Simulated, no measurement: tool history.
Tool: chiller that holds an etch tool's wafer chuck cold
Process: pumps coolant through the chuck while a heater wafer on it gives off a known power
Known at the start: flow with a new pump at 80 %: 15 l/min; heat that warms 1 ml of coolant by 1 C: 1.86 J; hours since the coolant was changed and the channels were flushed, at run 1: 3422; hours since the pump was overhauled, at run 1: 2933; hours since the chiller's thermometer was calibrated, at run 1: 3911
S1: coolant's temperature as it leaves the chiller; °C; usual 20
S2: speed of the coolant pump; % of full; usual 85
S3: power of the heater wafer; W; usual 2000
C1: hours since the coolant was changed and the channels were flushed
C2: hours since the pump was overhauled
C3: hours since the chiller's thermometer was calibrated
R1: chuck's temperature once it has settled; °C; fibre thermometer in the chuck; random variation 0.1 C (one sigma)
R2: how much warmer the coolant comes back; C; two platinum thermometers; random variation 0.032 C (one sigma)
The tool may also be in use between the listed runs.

run	hour	S1	S2	S3	C1	C2	C3	R1	R2
1	0.0	20	85	2000	3422	2933	3911	37.5	4.32
2	83.8	11	85	2000	3506	3017	3995	28.5	4.28
3	203.2	11	85	2000	3625	3136	4114	28.5	4.38
4	355.3	20	90	2000	3777	3288	4267	36.9	4.09
5	443.9	20	90	2000	3866	3377	4355	37.0	4.03
6	522.4	20	85	2000	3944	3455	4434	37.8	4.33
7	633.6	20	85	2000	4056	3566	4545	38.0	4.38
8	748.5	20	85	2000	4171	3681	4660	38.1	4.39
9	895.8	20	85	2000	4318	3829	4807	38.2	4.38
10	1030.2	20	85	2000	4452	3963	4942	38.4	4.39
11	1202.2	20	85	2000	4624	4135	5113	38.6	4.41
12	1357.5	20	85	2000	4780	4290	5269	38.7	4.37
13	1483.7	20	85	1678	4906	4417	5395	35.8	3.71
14	1663.0	20	85	1454	5085	4596	5574	33.6	3.25
# hour 1771.9: chiller's thermometer calibrated
15	1771.9	20	85	1454	5193	4704	0	34.6	3.23
16	1882.4	16	75	2000	5303	4814	110	38.3	5.09
17	2028.9	16	75	2000	5450	4961	257	38.5	5.16
18	2180.0	16	75	2000	5601	5112	408	38.8	5.22
19	2312.7	16	75	2000	5734	5245	541	38.8	5.16
20	2455.7	19	74	2000	5877	5387	684	42.2	5.28
21	2615.4	19	88	2000	6036	5547	844	39.4	4.32
22	2732.8	20	72	2397	6154	5665	961	49.0	6.53
23	2853.9	13	85	2000	6275	5786	1082	34.5	4.56
# hour 2926.1: coolant changed, channels flushed
24	3036.5	16	89	1131	110	5962	1259	24.8	2.46
25	3169.4	16	89	1131	243	6095	1391	25.1	2.48
26	3283.1	18	75	2862	357	6209	1505	44.7	7.49
27	3393.2	18	75	2181	467	6319	1615	38.2	5.74
28	3535.8	18	75	2210	610	6462	1758	38.6	5.82
29	3630.0	15	85	2061	704	6556	1852	32.4	4.75

3 ways to go on from here, each from the tool as it stands after run 29. What would each give?
A	3706.2	18	85	1880	780	6632	1928	?	?
B	3706.2	13	76	2000	780	6632	1928	?	?
C	3706.2	11	85	1150	780	6632	1928	?	?

run	R1	R2
A	34.0	4.38
B	31.7	5.29
C	20.7	2.68
Without the tool's hidden state the same runs would have given:
run	R1	R2
A	32.2	3.80
B	29.5	4.60
C	19.8	2.32

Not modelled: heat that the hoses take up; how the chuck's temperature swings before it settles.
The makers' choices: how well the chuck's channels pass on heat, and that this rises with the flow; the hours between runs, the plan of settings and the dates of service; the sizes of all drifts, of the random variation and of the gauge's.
